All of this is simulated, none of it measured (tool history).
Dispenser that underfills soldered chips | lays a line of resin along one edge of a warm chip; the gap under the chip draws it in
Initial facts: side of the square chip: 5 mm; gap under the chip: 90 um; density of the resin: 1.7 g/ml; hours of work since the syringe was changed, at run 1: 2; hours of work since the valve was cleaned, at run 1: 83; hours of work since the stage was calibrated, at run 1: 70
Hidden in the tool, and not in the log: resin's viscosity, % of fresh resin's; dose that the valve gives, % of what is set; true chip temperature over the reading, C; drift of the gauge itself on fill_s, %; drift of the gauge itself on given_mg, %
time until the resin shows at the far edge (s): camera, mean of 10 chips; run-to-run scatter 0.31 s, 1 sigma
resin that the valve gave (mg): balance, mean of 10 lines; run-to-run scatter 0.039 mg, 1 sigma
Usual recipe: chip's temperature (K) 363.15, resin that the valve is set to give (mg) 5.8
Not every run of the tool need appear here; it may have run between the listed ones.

run,day,chip's temperature (K),resin that the valve is set to give (mg),hours of work since the syringe was changed,hours of work since the valve was cleaned,hours of work since the stage was calibrated,time until the resin shows at the far edge (s),resin that the valve gave (mg)
1,0,363.15,5.8,2,83,70,8.8,5.35
2,0.354,351.15,5.8,9,90,77,21.9,5.25
# day 0.383: new syringe of resin
# day 0.729: dispensing valve cleaned and set on the balance
3,0.729,363.15,5.8,6,0,82,11.2,5.85
# day 0.912: new syringe of resin
4,0.933,363.15,5.8,0,4,86,7.8,5.78
5,1.108,363.15,5.8,4,7,89,9.9,5.74
# day 1.4: new syringe of resin
6,1.488,363.15,6.93,2,14,96,8.4,6.84
7,1.812,363.15,6.93,8,19,102,13.2,6.84
# day 1.904: new syringe of resin
8,2.192,363.15,6.93,5,26,109,10.7,6.8
# day 2.396: new syringe of resin
9,2.583,363.15,6.93,3,33,116,9.1,6.71
# day 2.896: new syringe of resin
10,2.962,363.15,6.93,1,40,122,7.9,6.76
11,3.233,363.15,6.93,6,45,127,11.3,6.65
# day 3.375: new syringe of resin
12,3.433,363.15,5.6,1,48,131,7.8,5.36
13,3.812,363.15,5.8,8,55,138,13.3,5.54
# day 3.871: new syringe of resin
14,4.088,363.15,5.8,4,60,143,10.2,5.49
15,4.325,363.15,5.8,8,64,147,13.5,5.48
# day 4.371: new syringe of resin
16,4.504,360.15,5.8,2,68,150,10.2,5.42
# day 4.854: new syringe of resin
17,4.888,360.15,5.8,1,74,157,8.9,5.41
18,5.067,360.15,5.8,4,78,160,11.2,5.37
# day 5.342: new syringe of resin
19,5.358,360.15,5.06,0,83,165,8.4,4.66
20,5.658,372.15,5.01,6,88,171,9.6,4.59
# day 5.825: new syringe of resin
21,5.954,372.15,5.01,2,94,176,6.6,4.58
# day 6.112: dispensing valve cleaned and set on the balance
# day 6.358: new syringe of resin
22,6.379,377.15,5.15,0,5,183,4.8,5.09
23,6.571,357.15,6.94,4,8,186,11.9,6.87
24,6.75,357.15,6.94,7,12,190,15.1,6.84
# day 6.85: new syringe of resin
25,6.95,371.15,6.02,2,15,193,6.8,5.9
26,7.304,367.15,5.15,8,21,200,12.5,5.14
# day 7.346: new syringe of resin
27,7.504,359.15,5.02,3,25,203,10.7,4.95
28,7.812,359.15,5.02,9,31,209,17.5,4.9
# day 7.85: new syringe of resin
29,8.054,356.15,5.4,4,35,213,12.7,5.16
# day 8.35: new syringe of resin
30,8.371,356.15,5.4,0,40,219,10.3,5.15
31,8.612,355.15,7,5,45,223,12.8,6.59
# day 8.854: new syringe of resin
32,8.921,363.15,6.25,1,50,228,7.9,5.96
33,9.121,363.15,6.25,5,54,232,10.3,5.9
# day 9.354: new syringe of resin
34,9.442,359.15,7.21,2,60,238,9.2,6.79
35,9.758,369.15,6.18,7,65,244,10.8,5.83
# day 9.846: new syringe of resin
36,9.954,370.15,6.07,2,69,247,7.3,5.65

What if the next run were any one of these 4? Each begins from the tool's condition after run 36:
A,10.308,351.15,7.22,8,75,253,?,?
B,10.308,362.15,6.73,8,75,253,?,?
C,10.308,358.15,6.04,8,75,253,?,?
D,10.308,369.15,6.92,8,75,253,?,?

run,time until the resin shows at the far edge (s),resin that the valve gave (mg)
A,20.2,6.7
B,14.4,6.22
C,16.7,5.58
D,11.1,6.44
The same runs, with their run-to-run variation unchanged, on a tool lacking any hidden condition would have given:
run,time until the resin shows at the far edge (s),resin that the valve gave (mg)
A,10.7,7.22
B,7.7,6.71
C,9.2,6.01
D,5.9,6.94

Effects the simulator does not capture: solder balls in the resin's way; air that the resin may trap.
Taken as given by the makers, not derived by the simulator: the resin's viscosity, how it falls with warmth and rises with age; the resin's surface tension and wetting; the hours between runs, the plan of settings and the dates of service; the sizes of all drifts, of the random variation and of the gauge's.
